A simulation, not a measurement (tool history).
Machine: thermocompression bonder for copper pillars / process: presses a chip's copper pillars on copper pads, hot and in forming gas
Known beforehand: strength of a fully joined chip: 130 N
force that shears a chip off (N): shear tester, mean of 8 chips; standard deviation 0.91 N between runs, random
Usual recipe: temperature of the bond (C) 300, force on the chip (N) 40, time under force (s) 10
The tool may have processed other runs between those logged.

run   hour  temperature of the bond (C)  force on the chip (N)  time under force (s)  force that shears a chip off (N)
  1    0.0                          300                     40                    10                              67.5
  2   40.4                          300                     40                    10                              69.6
  3   64.1                          300                     32                    10                              54.8
  4  102.9                          300                     32                    10                              55.0
  5  155.8                          300                     32                    10                              53.2
  6  203.7                          300                     32                    10                              54.1
     214.5  -- forming gas filter changed
  7  240.9                          300                     32                    10                              62.0
  8  286.0                          300                     32                    10                              61.1
  9  332.5                          300                     32                    10                              59.5
 10  362.9                          300                     40                    29                              97.0
 11  402.2                          314                     40                    29                             103.8
     406.2  -- force cell calibrated
 12  449.9                          319                     40                    29                             107.1
 13  476.4                          324                     26                    20                              77.9
 14  510.0                          303                     40                     6                              62.8
     515.9  -- force cell calibrated, once more
 15  564.0                          303                     40                     6                              65.4
 16  609.5                          303                     40                     6                              64.7
 17  654.0                          315                     25                    23                              72.2
 18  684.6                          294                     40                    26                              89.4
 19  726.5                          294                     40                    26                              87.9
 20  755.4                          293                     49                     5                              65.0
 21  800.9                          328                     44                    10                              95.3
 22  838.4                          328                     44                    10                              94.7
 23  863.0                          328                     44                    10                              93.1
 24  910.9                          328                     44                    10                              93.1

Branching from run 24: 4 alternative next runs. What would each branch give?
  A  943.9                          324                     44                    10                                 ?
  B  943.9                          279                     33                    19                                 ?
  C  943.9                          287                     28                     7                                 ?
  D  943.9                          317                     47                    10                                 ?

run  force that shears a chip off (N)
  A                              89.3
  B                              57.1
  C                              38.1
  D                              90.1
Had the tool no hidden state, the same runs would have come out as:
run  force that shears a chip off (N)
  A                              98.7
  B                              61.9
  C                              41.0
  D                              99.3
